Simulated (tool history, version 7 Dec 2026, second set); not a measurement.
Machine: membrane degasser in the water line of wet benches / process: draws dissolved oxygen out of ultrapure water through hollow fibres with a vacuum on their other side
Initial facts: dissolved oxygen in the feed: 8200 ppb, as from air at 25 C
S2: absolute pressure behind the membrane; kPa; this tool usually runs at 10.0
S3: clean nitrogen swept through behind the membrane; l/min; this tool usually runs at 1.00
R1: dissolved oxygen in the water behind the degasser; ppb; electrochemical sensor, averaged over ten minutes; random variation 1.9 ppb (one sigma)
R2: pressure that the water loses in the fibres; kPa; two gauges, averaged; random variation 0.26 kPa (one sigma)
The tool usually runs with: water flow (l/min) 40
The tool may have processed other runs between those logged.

run 1 hour=0.0 | water_flow_(l/min)=40 S2=10.0 S3=1.00 | R1=546.6 R2=68.72
run 2 hour=150.0 | water_flow_(l/min)=40 S2=10.0 S3=1.00 | R1=549.3 R2=69.42
run 3 hour=308.4 | water_flow_(l/min)=40 S2=10.0 S3=1.00 | R1=551.7 R2=68.97
run 4 hour=470.7 | water_flow_(l/min)=40 S2=9.5 S3=1.00 | R1=513.4 R2=69.17
run 5 hour=568.2 | water_flow_(l/min)=40 S2=10.0 S3=1.00 | R1=550.3 R2=68.67
run 6 hour=640.5 | water_flow_(l/min)=40 S2=10.0 S3=1.00 | R1=552.2 R2=69.19
run 7 hour=735.1 | water_flow_(l/min)=40 S2=10.0 S3=1.00 | R1=557.0 R2=68.90
run 8 hour=888.7 | water_flow_(l/min)=40 S2=10.0 S3=1.14 | R1=503.2 R2=69.55
run 9 hour=995.7 | water_flow_(l/min)=58 S2=24.6 S3=0.93 | R1=2017.1 R2=100.69
run 10 hour=1168.4 | water_flow_(l/min)=34 S2=10.0 S3=1.00 | R1=482.8 R2=58.73
run 11 hour=1326.3 | water_flow_(l/min)=45 S2=10.6 S3=1.00 | R1=657.2 R2=78.38
run 12 hour=1433.6 | water_flow_(l/min)=56 S2=10.6 S3=0.45 | R1=1267.9 R2=97.22
run 13 hour=1543.9 | water_flow_(l/min)=34 S2=23.9 S3=0.86 | R1=1442.0 R2=58.76

What does the tool deliver on the next run?
run 14 hour=1713.9 | water_flow_(l/min)=34 S2=8.8 S3=1.56 | R1=? R2=?

R1: 285.2 ppb
R2: 59.21 kPa
With no hidden state in the tool, this same run would have given R1 271.1 ppb, R2 58.63 kPa.

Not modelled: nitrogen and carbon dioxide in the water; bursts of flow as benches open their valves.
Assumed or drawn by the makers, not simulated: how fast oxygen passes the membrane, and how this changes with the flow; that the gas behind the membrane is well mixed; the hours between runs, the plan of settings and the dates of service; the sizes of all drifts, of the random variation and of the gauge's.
